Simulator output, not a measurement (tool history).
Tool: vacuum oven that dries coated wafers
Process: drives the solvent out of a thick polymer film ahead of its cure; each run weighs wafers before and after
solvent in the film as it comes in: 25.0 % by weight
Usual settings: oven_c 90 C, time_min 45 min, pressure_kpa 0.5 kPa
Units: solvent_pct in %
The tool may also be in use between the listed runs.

run	hour	oven_c	time_min	pressure_kpa	solvent_pct
1	0	90	45	0.5	1.25
2	23.1	90	75	0.5	0.59
3	71	90	44	0.5	1.39
4	111.7	90	45	0.5	1.36
5	155	90	45	0.81	1.55
6	177	90	45	0.81	1.51
7	217.8	90	45	0.81	1.5
8	267.1	90	45	0.5	1.41
9	317.1	90	45	0.5	1.36
10	352.2	94	45	0.5	0.69
11	386.6	94	45	0.5	0.77
12	436.7	94	45	0.5	0.77
13	463.3	77	45	0.5	5.55
14	485	90	45	0.314	1.19
15	528.6	90	45	0.314	1.32
16	570	90	45	0.778	1.54
# hour 586.6: oven's thermocouples calibrated
17	619.7	90	45	0.308	1.46
18	656.4	90	45	0.308	1.34
19	683.4	90	45	0.308	1.31
20	709.8	90	45	0.5	1.58
21	749.8	90	45	0.5	1.58
22	797.6	90	45	0.343	1.56
23	828.2	90	45	0.343	1.51
24	849.5	79	48	1.489	5.83
25	894	79	48	1.489	5.88
26	934.7	79	48	1.489	5.73
27	974.7	79	48	0.54	4.96
28	1007.7	79	48	0.54	4.86
29	1046	100	56	1.02	0.67
30	1082	100	56	1.02	0.7
31	1118.9	99	45	0.852	0.71
32	1146.5	99	45	0.852	0.67
33	1168.7	90	45	0.692	1.71
34	1192.5	90	45	0.692	1.73
35	1214.2	90	45	0.692	1.74
36	1250.3	90	65	0.396	0.79
37	1281	97	56	0.383	0.46
38	1301.3	90	45	1.082	1.94
39	1335.8	90	45	1.082	1.98
40	1369.6	100	62	0.548	0.39
41	1409.4	90	61	0.5	0.95
42	1442	90	71	0.5	0.88
43	1462.8	99	46	1.096	0.87
44	1508.3	102	27	0.835	1.01
# hour 1525.5: oven's thermocouples calibrated
45	1540.5	85	45	1.186	3.58
46	1581.9	87	25	0.892	6.05

3 ways to go on from here, each from the tool as it stands after run 46. What would each give?
A	1618.5	87	25	0.437	?
B	1618.5	81	39	0.892	?
C	1618.5	87	46	0.492	?

run	solvent_pct
A	5.5
B	5.83
C	2.24
Without the tool's hidden state the same runs would have given:
run	solvent_pct
A	5.15
B	5.38
C	1.86
